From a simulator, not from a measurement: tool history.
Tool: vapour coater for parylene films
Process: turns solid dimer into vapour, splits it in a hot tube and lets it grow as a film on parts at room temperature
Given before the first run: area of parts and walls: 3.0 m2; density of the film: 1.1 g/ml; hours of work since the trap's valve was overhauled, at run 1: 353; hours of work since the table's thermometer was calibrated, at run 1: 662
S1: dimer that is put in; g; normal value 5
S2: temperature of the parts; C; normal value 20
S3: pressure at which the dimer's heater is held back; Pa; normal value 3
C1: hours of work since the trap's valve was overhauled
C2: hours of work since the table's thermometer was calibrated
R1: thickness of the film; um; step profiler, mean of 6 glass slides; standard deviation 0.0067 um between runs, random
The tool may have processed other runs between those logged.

run,hour,S1,S2,S3,C1,C2,R1
1,0,5,20,3,353,662,0.811
2,60.3,5,20,3,383,692,0.811
3,96.4,5,20,3,401,710,0.814
4,152.8,5,29,3,429,738,0.552
5,186.3,5,31,3,445,754,0.516
6,238.8,5,20,3,472,780,0.812
7,277.9,5,20,3,491,800,0.791
8,312.8,5,20,3,508,817,0.788
9,343.7,5,20,3,524,833,0.8
10,394.7,5,28,3,549,858,0.571
11,437.9,5,18,3,571,879,0.871
# hour 446.6: trap's valve overhauled
12,498.9,5,20,3,26,908,0.762
13,531.6,6,20,3,42,924,0.916
14,590.7,6,20,3,72,953,0.913
15,639.6,4,16,5.27,96,978,0.645
16,686.6,4,16,5.27,119,1001,0.648
17,721,5,29,3.58,136,1018,0.494
# hour 753.2: trap's valve overhauled, once more
18,765,5,29,3.58,6,1038,0.54
19,824.8,2,25,2.48,36,1068,0.272
20,853.6,2,25,2.48,50,1082,0.274
21,891.1,2,25,4,69,1101,0.254
22,916.5,2,25,4,81,1114,0.26
23,950.4,2,25,10.83,98,1130,0.218
24,998,3,25,9.44,122,1154,0.333
25,1051.9,6,24,2.85,149,1181,0.83
26,1112.7,3,12,2.61,179,1211,0.705

5 ways to go on from here, each from the tool as it stands after run 26. What would each give?
A,1166,5,15,3,205,1238,?
B,1166,5,13,4.17,205,1238,?
C,1166,3,20,3,205,1238,?
D,1166,9,27,3.37,205,1238,?
E,1166,8,30,2.66,205,1238,?

run,R1
A,1.005
B,1.03
C,0.483
D,1.071
E,0.872
Without the tool's unlogged condition, the same runs would have read:
run,R1
A,1.062
B,1.089
C,0.511
D,1.132
E,0.922

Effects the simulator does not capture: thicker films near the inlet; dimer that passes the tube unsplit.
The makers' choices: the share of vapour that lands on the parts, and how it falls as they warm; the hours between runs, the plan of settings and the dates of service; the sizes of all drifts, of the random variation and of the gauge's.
